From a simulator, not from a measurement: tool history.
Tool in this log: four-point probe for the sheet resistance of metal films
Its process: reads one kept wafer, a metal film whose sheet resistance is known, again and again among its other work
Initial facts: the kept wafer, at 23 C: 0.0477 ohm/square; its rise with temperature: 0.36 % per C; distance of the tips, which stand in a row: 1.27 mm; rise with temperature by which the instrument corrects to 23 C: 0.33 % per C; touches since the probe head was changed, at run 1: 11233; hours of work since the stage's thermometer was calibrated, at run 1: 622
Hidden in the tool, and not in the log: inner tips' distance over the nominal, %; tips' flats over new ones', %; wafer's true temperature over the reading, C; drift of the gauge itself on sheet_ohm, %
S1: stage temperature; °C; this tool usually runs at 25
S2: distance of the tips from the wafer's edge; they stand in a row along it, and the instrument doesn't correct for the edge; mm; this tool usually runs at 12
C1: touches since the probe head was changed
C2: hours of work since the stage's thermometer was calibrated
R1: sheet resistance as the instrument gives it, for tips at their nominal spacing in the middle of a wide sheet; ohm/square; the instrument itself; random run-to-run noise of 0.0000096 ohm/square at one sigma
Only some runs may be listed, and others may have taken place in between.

run   hour  S1  S2     C1   C2        R1
  1    0.0  25  12  11233  622  0.048012
  2   10.6  25  12  11451  626  0.048015
  3   20.7  25  31  11659  631  0.047765
  4   29.0  25  31  11829  634  0.047766
  5   44.4  25  12  12145  641  0.048013
  6   54.6  25   6  12354  645  0.048829
  7   63.2  25   6  12530  649  0.048838
  8   76.0  25   6  12794  654  0.048850
  9   89.8  25   6  13078  660  0.048850
 10   98.9  20  19  13265  664  0.047782
 11  107.5  26  13  13441  668  0.047994
 12  122.4  26  42  13748  674  0.047775
 13  138.5  25  26  14077  681  0.047778
 14  149.0  35  37  14295  686  0.047884
 15  162.3  35  37  14567  692  0.047879
 16  178.1  35  37  14892  698  0.047877
 17  191.6  20  39  15169  704  0.047699

5 ways to go on from here, each from the tool as it stands after run 17. What would each give?
  A  205.7  19  18  15458  710   ?
  B  205.7  23  35  15458  710   ?
  C  205.7  20   9  15458  710   ?
  D  205.7  20   4  15458  710   ?
  E  205.7  20  36  15458  710   ?

run        R1
  A  0.047761
  B  0.047736
  C  0.048163
  D  0.050093
  E  0.047680
Had the tool no hidden state, the same runs would have come out as:
run        R1
  A  0.047760
  B  0.047734
  C  0.048162
  D  0.050091
  E  0.047678
